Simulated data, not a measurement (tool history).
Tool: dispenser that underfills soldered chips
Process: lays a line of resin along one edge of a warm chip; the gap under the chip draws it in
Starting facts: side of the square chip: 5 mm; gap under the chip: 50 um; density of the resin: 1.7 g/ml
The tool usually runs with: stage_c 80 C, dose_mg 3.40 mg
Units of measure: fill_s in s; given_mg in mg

run	hour	stage_c	dose_mg	fill_s	given_mg
1	0.0	80	3.40	19.0	3.32
2	5.4	80	3.40	23.7	3.42
# hour 10.4: new syringe of resin
3	10.4	80	3.40	16.9	3.35
4	16.9	80	3.40	20.9	3.32
5	22.8	80	4.21	26.2	4.14
# hour 24.5: new syringe of resin
6	30.6	80	4.21	20.2	4.09
7	36.8	80	4.21	25.6	4.11
# hour 38.8: new syringe of resin
8	43.7	80	4.21	19.6	4.09
9	49.7	80	4.21	24.4	4.15
# hour 53.3: new syringe of resin
10	56.4	80	4.21	18.5	4.12
11	63.9	80	4.06	24.5	3.97
# hour 67.7: new syringe of resin
12	69.1	80	4.06	17.9	3.93
13	75.1	80	3.40	22.3	3.33
# hour 81.9: new syringe of resin
14	82.6	80	3.40	17.4	3.24
15	88.3	80	3.40	20.4	3.26
16	93.1	90	3.12	18.8	3.00
# hour 96.3: new syringe of resin
17	98.0	90	3.12	13.7	2.98
18	102.6	90	3.12	15.8	2.91
19	106.5	74	3.27	28.8	3.17
# hour 110.9: new syringe of resin
20	111.7	76	3.41	18.4	3.25
21	116.5	80	3.11	20.9	2.94
22	122.3	80	3.11	25.1	3.00
# hour 125.3: new syringe of resin
23	127.9	72	4.15	23.9	3.92
# hour 132.1: dispensing valve cleaned and set on the balance
24	135.0	73	3.30	28.4	3.26
# hour 140.9: new syringe of resin
25	142.6	80	4.28	18.0	4.23
26	147.0	88	3.17	16.8	3.13
27	150.1	84	3.40	21.2	3.42

Branching from run 27: 3 alternative next runs. What would each branch give?
A	154.0	68	3.29	?	?
B	154.0	91	3.40	?	?
C	154.0	70	3.40	?	?

run	fill_s	given_mg
A	37.9	3.24
B	19.2	3.40
C	36.4	3.43
Take away the tool's hidden state, keep each run's random variation, and the runs would have read:
run	fill_s	given_mg
A	24.7	3.26
B	12.4	3.42
C	23.6	3.45

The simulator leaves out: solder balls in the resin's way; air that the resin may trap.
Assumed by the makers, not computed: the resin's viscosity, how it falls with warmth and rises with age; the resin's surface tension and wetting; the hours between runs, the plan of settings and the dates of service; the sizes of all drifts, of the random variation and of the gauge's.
